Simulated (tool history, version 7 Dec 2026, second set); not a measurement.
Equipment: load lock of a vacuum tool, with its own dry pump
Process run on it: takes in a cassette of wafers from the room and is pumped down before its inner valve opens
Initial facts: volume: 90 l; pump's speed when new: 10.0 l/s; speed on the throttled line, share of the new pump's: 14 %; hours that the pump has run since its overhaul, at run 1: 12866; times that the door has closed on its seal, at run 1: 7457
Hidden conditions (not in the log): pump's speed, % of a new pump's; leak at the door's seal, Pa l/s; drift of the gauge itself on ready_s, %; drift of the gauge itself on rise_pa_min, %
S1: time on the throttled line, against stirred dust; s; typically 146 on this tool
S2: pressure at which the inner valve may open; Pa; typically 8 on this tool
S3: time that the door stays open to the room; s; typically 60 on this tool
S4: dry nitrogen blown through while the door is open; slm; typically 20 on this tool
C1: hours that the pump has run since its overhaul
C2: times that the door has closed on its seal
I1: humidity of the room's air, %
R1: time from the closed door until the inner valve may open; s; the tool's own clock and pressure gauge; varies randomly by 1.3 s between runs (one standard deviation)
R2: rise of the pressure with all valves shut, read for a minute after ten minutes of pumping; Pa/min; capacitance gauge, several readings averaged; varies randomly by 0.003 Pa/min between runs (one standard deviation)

{"run": 1, "hour": 0.0, "S1": 146, "S2": 8, "S3": 60, "S4": 20, "C1": 12866, "C2": 7457, "I1": 43.3, "R1": 226.8, "R2": 0.08}
{"run": 2, "hour": 327.6, "S1": 146, "S2": 15, "S3": 60, "S4": 20, "C1": 13194, "C2": 8729, "I1": 43.9, "R1": 220.4, "R2": 0.091}
{"run": 3, "hour": 589.1, "S1": 146, "S2": 8, "S3": 60, "S4": 20, "C1": 13455, "C2": 9745, "I1": 47, "R1": 228.1, "R2": 0.108}
{"run": 4, "hour": 870.3, "S1": 146, "S2": 8, "S3": 60, "S4": 24, "C1": 13736, "C2": 10837, "I1": 47.8, "R1": 230.8, "R2": 0.108}
{"run": 5, "hour": 1032.9, "S1": 146, "S2": 8, "S3": 60, "S4": 24, "C1": 13899, "C2": 11468, "I1": 47.2, "R1": 231.6, "R2": 0.118}
{"run": 6, "hour": 1311.7, "S1": 146, "S2": 8, "S3": 60, "S4": 24, "C1": 14178, "C2": 12551, "I1": 44.9, "R1": 230.8, "R2": 0.122}
{"hour": 1571.3, "done": "dry pump taken out, an overhauled one fitted"}
{"run": 7, "hour": 1579.1, "S1": 77, "S2": 8, "S3": 60, "S4": 20, "C1": 8, "C2": 13566, "I1": 46.6, "R1": 152.1, "R2": 0.147}
{"run": 8, "hour": 1732.0, "S1": 77, "S2": 8, "S3": 60, "S4": 20, "C1": 161, "C2": 14159, "I1": 45.2, "R1": 152.3, "R2": 0.142}
{"run": 9, "hour": 2054.2, "S1": 146, "S2": 8, "S3": 60, "S4": 20, "C1": 483, "C2": 15411, "I1": 46.7, "R1": 212.7, "R2": 0.159}
{"run": 10, "hour": 2312.9, "S1": 146, "S2": 8, "S3": 55, "S4": 20, "C1": 742, "C2": 16415, "I1": 48.1, "R1": 211.8, "R2": 0.163}
{"run": 11, "hour": 2536.5, "S1": 228, "S2": 8, "S3": 60, "S4": 20, "C1": 965, "C2": 17284, "I1": 46.1, "R1": 284.7, "R2": 0.172}
{"run": 12, "hour": 2733.5, "S1": 228, "S2": 8, "S3": 60, "S4": 20, "C1": 1162, "C2": 18049, "I1": 46.4, "R1": 281.5, "R2": 0.19}
{"run": 13, "hour": 2996.3, "S1": 146, "S2": 8, "S3": 85, "S4": 20, "C1": 1425, "C2": 19069, "I1": 44.9, "R1": 215.6, "R2": 0.207}
{"run": 14, "hour": 3216.9, "S1": 146, "S2": 8, "S3": 85, "S4": 20, "C1": 1646, "C2": 19926, "I1": 43.8, "R1": 212.6, "R2": 0.217}
{"run": 15, "hour": 3541.1, "S1": 146, "S2": 8, "S3": 48, "S4": 11, "C1": 1970, "C2": 21185, "I1": 42.5, "R1": 212.7, "R2": 0.22}
{"run": 16, "hour": 3808.1, "S1": 100, "S2": 12, "S3": 46, "S4": 37, "C1": 2237, "C2": 22221, "I1": 41.8, "R1": 170.7, "R2": 0.209}
{"run": 17, "hour": 4025.5, "S1": 100, "S2": 12, "S3": 157, "S4": 37, "C1": 2454, "C2": 23066, "I1": 41.3, "R1": 168.8, "R2": 0.254}
{"run": 18, "hour": 4247.5, "S1": 146, "S2": 13, "S3": 26, "S4": 20, "C1": 2676, "C2": 23928, "I1": 49.3, "R1": 211.9, "R2": 0.247}
{"run": 19, "hour": 4587.1, "S1": 146, "S2": 13, "S3": 26, "S4": 20, "C1": 3016, "C2": 25247, "I1": 43.6, "R1": 209.4, "R2": 0.262}
{"run": 20, "hour": 4845.6, "S1": 74, "S2": 8, "S3": 35, "S4": 20, "C1": 3274, "C2": 26250, "I1": 46.1, "R1": 153.2, "R2": 0.285}
{"run": 21, "hour": 5124.2, "S1": 74, "S2": 9, "S3": 35, "S4": 7, "C1": 3553, "C2": 27332, "I1": 45.7, "R1": 153, "R2": 0.313}
{"run": 22, "hour": 5470.5, "S1": 74, "S2": 9, "S3": 35, "S4": 7, "C1": 3899, "C2": 28677, "I1": 45.3, "R1": 154.8, "R2": 0.324}
{"run": 23, "hour": 5741.1, "S1": 74, "S2": 9, "S3": 232, "S4": 7, "C1": 4170, "C2": 29728, "I1": 42.3, "R1": 154.2, "R2": 0.421}
{"run": 24, "hour": 5973.4, "S1": 74, "S2": 9, "S3": 232, "S4": 7, "C1": 4402, "C2": 30630, "I1": 45.9, "R1": 154.3, "R2": 0.453}

Predict each of these 5 candidate next runs independently; none follows another, all start after run 24:
{"run": "A", "hour": 6171.1, "S1": 74, "S2": 9, "S3": 232, "S4": 7, "C1": 4600, "C2": 31398, "I1": 48.1, "R1": "?", "R2": "?"}
{"run": "B", "hour": 6171.1, "S1": 191, "S2": 7, "S3": 232, "S4": 6, "C1": 4600, "C2": 31398, "I1": 47, "R1": "?", "R2": "?"}
{"run": "C", "hour": 6171.1, "S1": 104, "S2": 8, "S3": 60, "S4": 7, "C1": 4600, "C2": 31398, "I1": 44.8, "R1": "?", "R2": "?"}
{"run": "D", "hour": 6171.1, "S1": 146, "S2": 9, "S3": 76, "S4": 20, "C1": 4600, "C2": 31398, "I1": 48.7, "R1": "?", "R2": "?"}
{"run": "E", "hour": 6171.1, "S1": 133, "S2": 9, "S3": 49, "S4": 6, "C1": 4600, "C2": 31398, "I1": 47.5, "R1": "?", "R2": "?"}

run=A R1=153.8 R2=0.481
run=B R1=255.1 R2=0.469
run=C R1=181 R2=0.386
run=D R1=217 R2=0.383
run=E R1=204 R2=0.384
The same runs, with their run-to-run variation unchanged, on a tool lacking any hidden condition would have given:
run=A R1=148.1 R2=0.146
run=B R1=250.6 R2=0.14
run=C R1=175.4 R2=0.055
run=D R1=212.1 R2=0.05
run=E R1=199 R2=0.051

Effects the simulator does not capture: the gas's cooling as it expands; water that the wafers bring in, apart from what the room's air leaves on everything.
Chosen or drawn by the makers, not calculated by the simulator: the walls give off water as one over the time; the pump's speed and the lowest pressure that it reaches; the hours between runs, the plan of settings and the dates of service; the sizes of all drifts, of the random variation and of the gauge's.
